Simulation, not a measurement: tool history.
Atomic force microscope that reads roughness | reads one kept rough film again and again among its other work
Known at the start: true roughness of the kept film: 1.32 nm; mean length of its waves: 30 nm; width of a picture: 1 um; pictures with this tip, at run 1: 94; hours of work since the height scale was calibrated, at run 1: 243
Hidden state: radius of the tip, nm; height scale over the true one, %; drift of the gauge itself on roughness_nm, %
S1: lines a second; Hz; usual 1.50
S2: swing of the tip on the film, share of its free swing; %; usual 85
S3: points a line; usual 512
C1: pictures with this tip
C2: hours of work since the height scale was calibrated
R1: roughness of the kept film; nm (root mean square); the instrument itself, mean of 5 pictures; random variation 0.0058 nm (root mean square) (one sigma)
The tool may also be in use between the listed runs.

run,hour,S1,S2,S3,C1,C2,R1
1,0.0,1.50,85,512,94,243,1.007
2,8.0,1.50,85,512,102,246,1.009
3,24.3,1.50,85,512,117,254,0.997
4,34.2,1.50,85,512,126,258,1.007
5,42.0,1.50,85,512,133,262,1.005
6,53.7,1.50,85,512,144,267,1.002
7,69.8,1.50,85,512,159,275,0.989
8,84.5,1.50,85,512,172,281,0.988
# hour 87.0: height scale calibrated on a step standard
9,94.6,3.81,85,512,181,4,0.785
10,106.9,3.81,85,512,192,9,0.790
11,121.6,1.50,85,512,206,16,0.981
12,136.4,1.50,85,321,219,23,0.969
13,150.8,1.50,85,321,233,29,0.957
# hour 152.6: height scale calibrated on a step standard, once more
14,158.7,1.50,85,321,239,3,0.952
15,166.2,1.50,85,321,246,6,0.956
16,183.0,0.67,66,279,261,14,1.098
17,192.4,1.50,85,372,270,18,0.957
18,206.5,2.19,85,372,283,25,0.880
19,220.5,1.98,65,699,296,31,1.041
20,228.8,1.98,65,699,304,35,1.032
21,241.4,1.50,85,329,315,41,0.934
# hour 243.4: new tip fitted
22,250.2,1.45,63,930,6,45,1.171
23,262.9,1.45,63,930,18,51,1.173
24,276.9,0.69,65,512,31,57,1.194
25,291.6,0.69,65,512,44,64,1.183

Run 26 comes next. What will it give?
26,305.8,0.61,81,512,57,70,?

{"run 26": {"R1": 1.14}}
Without the tool's hidden state the same run would have given R1 1.161 nm (root mean square).
